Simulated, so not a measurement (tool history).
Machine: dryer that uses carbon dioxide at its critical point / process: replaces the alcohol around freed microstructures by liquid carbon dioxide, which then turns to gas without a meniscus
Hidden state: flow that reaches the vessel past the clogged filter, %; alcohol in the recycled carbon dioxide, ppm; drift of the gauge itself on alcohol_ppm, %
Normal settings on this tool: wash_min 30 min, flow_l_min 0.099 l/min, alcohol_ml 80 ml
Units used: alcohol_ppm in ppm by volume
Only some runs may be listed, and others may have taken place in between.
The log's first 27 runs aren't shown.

run    hour  wash_min  flow_l_min  alcohol_ml  hours of work since the filter was changed  hours of work since the purifier's bed was changed  alcohol_ppm
 28  1466.3        30      0.0876          99                                          80                                                 498         2827
 29  1515.6        30      0.0646          80                                          98                                                 516         7271
 30  1566.3        22      0.0646          80                                         117                                                 535        16214
 31  1611.4        22      0.0646          80                                         134                                                 551        16073
 32  1681.2        48       0.099          43                                         159                                                 577          327
     1690.8  -- purifier's bed changed
 33  1724.4        48       0.099          43                                         174                                                  12           46
 34  1778.3        38       0.099          80                                         194                                                  32          351
 35  1809.6        38       0.099          80                                         205                                                  44          378
 36  1868.8        38       0.099          80                                         227                                                  65          394
 37  1923.8        38       0.099          48                                         247                                                  85          272
 38  1970.3        28       0.099          48                                         264                                                 102         1132
 39  2043.8        33       0.099          42                                         291                                                 129          512
 40  2085.6        33       0.099          36                                         306                                                 145          457

Forecast each of these 4 alternatives for the next run:
  A  2142.1        30      0.1217          32                                         327                                                 165            ?
  B  2142.1        33      0.0995          33                                         327                                                 165            ?
  C  2142.1        30      0.1069          80                                         327                                                 165            ?
  D  2142.1        38       0.099          36                                         327                                                 165            ?

run  alcohol_ppm
  A          260
  B          432
  C          996
  D          264
Had the tool no hidden state, the same runs would have come out as:
run  alcohol_ppm
  A          127
  B          254
  C          668
  D          128
